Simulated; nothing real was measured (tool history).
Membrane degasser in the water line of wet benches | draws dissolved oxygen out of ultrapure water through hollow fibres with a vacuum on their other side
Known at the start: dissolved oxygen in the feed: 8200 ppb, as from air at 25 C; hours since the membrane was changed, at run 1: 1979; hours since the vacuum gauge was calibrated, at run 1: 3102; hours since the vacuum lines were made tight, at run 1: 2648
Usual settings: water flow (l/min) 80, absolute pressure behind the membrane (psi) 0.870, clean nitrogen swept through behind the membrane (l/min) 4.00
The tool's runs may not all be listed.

run     day  water flow (l/min)  absolute pressure behind the membrane (psi)  clean nitrogen swept through behind the membrane (l/min)  hours since the membrane was changed  hours since the vacuum gauge was calibrated  hours since the vacuum lines were made tight  dissolved oxygen in the water behind the degasser (ppb)  pressure that the water loses in the fibres (psi)
  1   0.000                  80                                        0.870                                                      4.00                                  1979                                         3102                                          2648                                                    133.1                                              8.383
  2   1.375                  80                                        0.870                                                      4.00                                  2012                                         3135                                          2682                                                    132.2                                              8.398
  3   2.583                  80                                        2.054                                                      4.00                                  2041                                         3164                                          2711                                                    472.5                                              8.448
  4   4.867                  80                                        0.586                                                      4.00                                  2096                                         3219                                          2765                                                     46.3                                              8.396
  5   6.567                  80                                        0.870                                                      4.26                                  2137                                         3260                                          2806                                                    125.0                                              8.421
  6   8.583                  80                                        0.870                                                      4.26                                  2185                                         3308                                          2855                                                    125.0                                              8.434
  7   9.879                  80                                        0.870                                                      4.26                                  2216                                         3339                                          2886                                                    125.7                                              8.444
  8  12.071                  54                                        0.870                                                      4.26                                  2269                                         3392                                          2938                                                     86.1                                              5.696
  9  13.996                  54                                        0.870                                                      4.26                                  2315                                         3438                                          2984                                                     86.2                                              5.688
 10  15.321                 123                                        0.870                                                      4.00                                  2347                                         3470                                          3016                                                    210.9                                             12.974
 11  16.892                  80                                        0.870                                                      4.00                                  2385                                         3507                                          3054                                                    132.7                                              8.461
 12  18.858                  80                                        0.870                                                      4.00                                  2432                                         3555                                          3101                                                    132.0                                              8.444
 13  20.167                  80                                        0.870                                                      4.00                                  2463                                         3586                                          3133                                                    132.5                                              8.364
 14  21.883                  80                                        0.870                                                      4.00                                  2504                                         3627                                          3174                                                    131.8                                              8.409
 15  23.438                  80                                        0.870                                                      4.00                                  2542                                         3665                                          3211                                                    133.1                                              8.441
 16  24.412                  80                                        0.870                                                      4.00                                  2565                                         3688                                          3234                                                    132.3                                              8.402
 17  25.625                  87                                        2.032                                                      4.00                                  2594                                         3717                                          3263                                                    500.7                                              9.219
 18  27.038                  80                                        0.869                                                     10.49                                  2628                                         3751                                          3297                                                     56.8                                              8.446
 19  28.838                  80                                        0.869                                                     10.49                                  2671                                         3794                                          3341                                                     56.8                                              8.485
 20  30.933                  80                                        0.869                                                     10.49                                  2722                                         3844                                          3391                                                     56.7                                              8.456
 21  32.654                  80                                        0.869                                                     10.49                                  2763                                         3886                                          3432                                                     56.7                                              8.437
 22  33.742                  80                                        0.869                                                      1.65                                  2789                                         3912                                          3458                                                    268.7                                              8.440
     33.962  -- vacuum gauge calibrated
 23  35.983                  80                                        0.869                                                      1.65                                  2842                                           48                                          3512                                                    271.1                                              8.475
 24  37.392                  80                                        1.443                                                      8.68                                  2876                                           82                                          3545                                                    151.8                                              8.470
 25  39.517                  80                                        1.443                                                      8.68                                  2927                                          133                                          3596                                                    152.9                                              8.486
 26  41.479                  90                                        0.754                                                      8.64                                  2974                                          180                                          3643                                                     59.4                                              9.506
 27  42.683                  66                                        0.870                                                      4.00                                  3003                                          209                                          3672                                                    111.2                                              6.971
 28  44.950                  55                                        1.913                                                      2.13                                  3057                                          264                                          3727                                                    536.9                                              5.817
     45.967  -- vacuum gauge calibrated, once more
 29  46.833                  57                                        0.870                                                      7.37                                  3102                                           21                                          3771                                                     52.5                                              6.036
 30  49.192                  57                                        0.870                                                      7.37                                  3159                                           77                                          3828                                                     53.1                                              5.989
 31  50.329                  57                                        0.870                                                      7.37                                  3186                                          105                                          3855                                                     53.1                                              6.060
 32  52.654                  57                                        0.870                                                      7.37                                  3242                                          160                                          3911                                                     53.2                                              6.005

3 ways to go on from here, each from the tool as it stands after run 32. What would each give?
  A  54.321                  74                                        0.595                                                     11.41                                  3282                                          200                                          3951                                                        ?                                                  ?
  B  54.321                  57                                        0.574                                                      8.75                                  3282                                          200                                          3951                                                        ?                                                  ?
  C  54.321                  57                                        0.857                                                      7.37                                  3282                                          200                                          3951                                                        ?                                                  ?

run  dissolved oxygen in the water behind the degasser (ppb)  pressure that the water loses in the fibres (psi)
  A                                                     17.4                                              7.832
  B                                                     13.3                                              6.061
  C                                                     51.1                                              6.079
Without the tool's hidden state the same runs would have given:
run  dissolved oxygen in the water behind the degasser (ppb)  pressure that the water loses in the fibres (psi)
  A                                                     16.3                                              7.731
  B                                                     12.4                                              5.983
  C                                                     50.0                                              6.000
